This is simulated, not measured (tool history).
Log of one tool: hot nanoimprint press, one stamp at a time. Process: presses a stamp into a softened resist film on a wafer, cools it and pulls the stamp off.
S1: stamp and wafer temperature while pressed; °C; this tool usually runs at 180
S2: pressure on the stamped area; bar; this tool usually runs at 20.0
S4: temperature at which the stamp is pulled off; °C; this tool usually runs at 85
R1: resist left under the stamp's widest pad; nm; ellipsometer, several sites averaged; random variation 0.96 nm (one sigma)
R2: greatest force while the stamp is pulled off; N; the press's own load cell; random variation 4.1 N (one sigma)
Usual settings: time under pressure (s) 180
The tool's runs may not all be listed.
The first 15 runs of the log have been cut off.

Run 16, hour 882.0: usual settings but S1 169 °C, S4 84 °C. Result: R1 224.9 nm, R2 303 N.
At hour 920.7: stamp cleaned and given a new release coat.
At hour 940.4: press's hydraulic seals changed and the load cell set to zero.
Run 17, hour 955.9: usual settings but S1 169 °C, S2 12.0 bar, S4 84 °C. Result: R1 259.5 nm, R2 210 N.
Run 18, hour 997.6: usual settings but S1 183 °C, S2 18.6 bar, S4 78 °C. Result: R1 143.1 nm, R2 240 N.
Run 19, hour 1066.2: usual settings but S1 169 °C, S2 14.6 bar, time under pressure (s) 202, S4 82 °C. Result: R1 231.8 nm, R2 242 N.
Run 20, hour 1142.6: usual settings but S1 169 °C, S2 14.6 bar, time under pressure (s) 202, S4 82 °C. Result: R1 230.5 nm, R2 255 N.
Run 21, hour 1177.9: usual settings but S1 169 °C, S2 14.6 bar, time under pressure (s) 202, S4 82 °C. Result: R1 231.1 nm, R2 257 N.
At hour 1192.1: plate thermocouple calibrated.
Run 22, hour 1217.0: usual settings but time under pressure (s) 228, S4 77 °C. Result: R1 141.7 nm, R2 296 N.
Run 23, hour 1269.7: usual settings but time under pressure (s) 228, S4 84 °C. Result: R1 138.8 nm, R2 272 N.
Run 24, hour 1306.1: usual settings but S1 172 °C, S4 91 °C. Result: R1 198.3 nm, R2 247 N.
Run 25, hour 1350.8: usual settings but S1 172 °C, time under pressure (s) 163. Result: R1 206.6 nm, R2 285 N.
Run 26, hour 1434.4: usual settings but S1 174 °C, time under pressure (s) 252. Result: R1 163.2 nm, R2 289 N.
At hour 1462.7: stamp cleaned and given a new release coat.
Run 27, hour 1506.2: usual settings but S1 174 °C, time under pressure (s) 252. Result: R1 160.9 nm, R2 199 N.
At hour 1550.0: plate thermocouple calibrated.
Run 28, hour 1570.1: usual settings but S1 184 °C, time under pressure (s) 252. Result: R1 120.1 nm, R2 221 N.
Run 29, hour 1626.8: usual settings but S1 178 °C, S2 15.7 bar, time under pressure (s) 159, S4 74 °C. Result: R1 191.5 nm, R2 281 N.
Run 30, hour 1712.7: usual settings but S2 19.8 bar, S4 84 °C. Result: R1 157.1 nm, R2 255 N.

Below are 4 alternative next runs, each starting from the tool's condition after run 30. Predict each:
Run A, hour 1763.4: usual settings but S1 173 °C, S2 21.2 bar. Result: R1 ?, R2 ?.
Run B, hour 1763.4: usual settings but S2 19.8 bar, time under pressure (s) 317, S4 84 °C. Result: R1 ?, R2 ?.
Run C, hour 1763.4: usual settings but S1 182 °C, S2 12.9 bar. Result: R1 ?, R2 ?.
Run D, hour 1763.4: usual settings but S4 76 °C. Result: R1 ?, R2 ?.

run     R1   R2
  A  188.3  256
  B  123.3  257
  C  177.2  263
  D  155.8  311
What these runs would have given with no unlogged condition in the tool:
run     R1   R2
  A  187.4  195
  B  122.6  197
  C  177.4  201
  D  154.9  238
